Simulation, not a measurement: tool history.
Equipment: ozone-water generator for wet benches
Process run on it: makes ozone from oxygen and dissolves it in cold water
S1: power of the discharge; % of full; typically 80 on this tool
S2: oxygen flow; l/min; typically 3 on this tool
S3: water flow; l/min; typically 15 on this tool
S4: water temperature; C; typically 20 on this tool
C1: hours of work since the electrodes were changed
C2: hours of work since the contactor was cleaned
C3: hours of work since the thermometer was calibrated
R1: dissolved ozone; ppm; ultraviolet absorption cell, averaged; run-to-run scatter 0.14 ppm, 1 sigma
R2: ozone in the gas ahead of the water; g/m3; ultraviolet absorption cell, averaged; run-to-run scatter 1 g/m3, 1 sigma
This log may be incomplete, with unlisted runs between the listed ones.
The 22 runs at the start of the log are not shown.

| run | hour | S1 | S2 | S3 | S4 | C1 | C2 | C3 | R1 | R2 |
|---|---|---|---|---|---|---|---|---|---|---|
| 23 | 742.8 | 80 | 3 | 23 | 17 | 1960 | 292 | 274 | 9.7 | 167.5 |
| 24 | 762.5 | 80 | 3 | 11 | 20 | 1977 | 309 | 291 | 19.4 | 168.2 |
| 25 | 783.5 | 80 | 3 | 11 | 20 | 1996 | 328 | 309 | 19.3 | 169.5 |
| 26 | 811.1 | 66 | 3 | 15 | 20 | 2020 | 352 | 333 | 12.5 | 145.4 |
| 27 | 852.3 | 86 | 1.51 | 17 | 14 | 2056 | 388 | 369 | 11.2 | 226.7 |
| 28 | 885.6 | 47 | 1.51 | 10 | 14 | 2085 | 417 | 398 | 12.3 | 143.4 |
| 29 | 917.7 | 80 | 5.16 | 24 | 27 | 2113 | 445 | 427 | 9.3 | 137.2 |
| 30 | 961.1 | 80 | 5.16 | 24 | 27 | 2151 | 483 | 464 | 9.6 | 136.7 |
| 31 | 1003.7 | 43 | 3.58 | 15 | 18 | 2188 | 520 | 502 | 9.8 | 97.5 |
| 32 | 1036.3 | 43 | 3.58 | 15 | 18 | 2216 | 548 | 530 | 9.7 | 96.5 |

Predict each of these 4 candidate next runs independently; none follows another, all start after run 32:
| A | 1066.5 | 43 | 3.85 | 18 | 18 | 2243 | 575 | 556 | ? | ? |
| B | 1066.5 | 85 | 3.58 | 23 | 23 | 2243 | 575 | 556 | ? | ? |
| C | 1066.5 | 43 | 3.58 | 18 | 18 | 2243 | 575 | 556 | ? | ? |
| D | 1066.5 | 46 | 3.58 | 15 | 16 | 2243 | 575 | 556 | ? | ? |

| run | R1 | R2 |
|---|---|---|
| A | 8.2 | 95.1 |
| B | 10.1 | 163.7 |
| C | 7.9 | 97.6 |
| D | 10.7 | 101.8 |
Without the tool's unlogged condition, the same runs would have read:
| run | R1 | R2 |
|---|---|---|
| A | 8.8 | 100.6 |
| B | 11.4 | 182.3 |
| C | 8.5 | 103.3 |
| D | 11.5 | 108.3 |

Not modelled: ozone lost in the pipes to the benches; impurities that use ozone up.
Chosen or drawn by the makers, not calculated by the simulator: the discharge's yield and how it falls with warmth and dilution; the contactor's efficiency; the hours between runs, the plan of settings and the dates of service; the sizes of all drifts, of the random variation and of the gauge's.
